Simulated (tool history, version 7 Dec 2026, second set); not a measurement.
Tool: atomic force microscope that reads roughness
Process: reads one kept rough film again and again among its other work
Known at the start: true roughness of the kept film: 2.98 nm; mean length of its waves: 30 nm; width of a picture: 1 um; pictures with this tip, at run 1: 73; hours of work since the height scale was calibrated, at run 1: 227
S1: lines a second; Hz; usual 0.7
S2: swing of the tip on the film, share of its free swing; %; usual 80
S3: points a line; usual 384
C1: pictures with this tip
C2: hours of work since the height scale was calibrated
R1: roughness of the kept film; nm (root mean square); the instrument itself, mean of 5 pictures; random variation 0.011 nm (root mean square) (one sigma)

run   hour     S1  S2   S3   C1   C2     R1
  1      0    0.7  80  384   73  227  2.407
  2    9.2    0.7  80  384   83  231  2.386
  3   24.7    0.7  80  384   99  237  2.368
  4   42.8    0.7  80  384  119  244  2.368
  5   52.9    0.7  80  384  130  248   2.36
  6     63    0.7  80  384  141  253  2.353
  7   72.4    0.7  80  384  151  256   2.33
  8   92.5    0.7  80  384  173  265  2.317
  9  104.7    0.7  80  384  186  270    2.3
 10  113.2    0.7  80  384  196  273  2.312
 11  131.3    0.7  80  384  215  281  2.282
 12    150    0.7  80  384  236  288  2.267
 13  164.5    0.7  80  384  251  294  2.246
 14  181.9    0.7  80  384  270  301  2.234
 15    195    0.7  80  384  284  307   2.22
 16  204.2   3.14  80  384  294  311  1.922
 17  224.5    0.7  61  384  316  319  2.264
 18  237.5    0.7  61  384  331  324  2.256
 19  252.5    0.7  61  384  347  330  2.243
     259.6  -- new tip fitted
 20  266.5    0.7  61  384    8  336  2.553
 21  279.9    0.7  80  384   22  341  2.491
 22  295.5    0.7  80  384   39  348  2.445
 23  314.2    0.7  80  338   59  355  2.421
 24  328.6    0.7  80  677   75  361  2.423
 25  348.7   0.68  80  384   97  370  2.364
 26  366.5  3.454  88  859  116  377  1.861
 27  379.7  3.454  88  859  130  382  1.863
 28  398.1  3.454  88  859  150  390  1.849
 29  417.6    0.7  86  380  172  398  2.305
 30  434.3    0.7  80  460  190  405  2.304
 31  445.6    0.7  74  267  202  409  2.305
 32  454.7  2.185  80  360  212  413  2.084
 33    475  0.529  56  866  234  421  2.388
 34  483.8  1.613  66  653  244  425  2.254
 35  496.5  0.685  63  916  257  430  2.356
 36  514.9  0.662  61  440  277  438  2.317
 37  524.1  1.161  73  301  287  441   2.19
 38  533.2  1.161  73  301  297  445  2.186
 39  545.7    0.7  80  342  311  450  2.197
 40  556.4  3.456  65  342  322  455  2.098
 41  567.9  0.779  70  966  335  459  2.235
 42    581  0.779  70  966  349  465  2.231
     586.3  -- new tip fitted
 43  592.9  0.851  65  966    8  469  2.542
 44    610  0.851  65  966   26  476  2.512
 45  626.7  0.533  69  315   44  483  2.493
 46  643.8  0.533  69  315   63  490  2.479
 47  659.4  1.529  79  464   80  497  2.277

Forecast each of these 3 alternatives for the next run:
  A  676.2  0.817  82  273  98  504   ?
  B  676.2  0.941  78  664  98  504   ?
  C  676.2  1.529  73  967  98  504   ?

run     R1
  A  2.329
  B  2.362
  C  2.354
Without the tool's hidden state the same runs would have given:
run     R1
  A  2.434
  B  2.469
  C  2.461
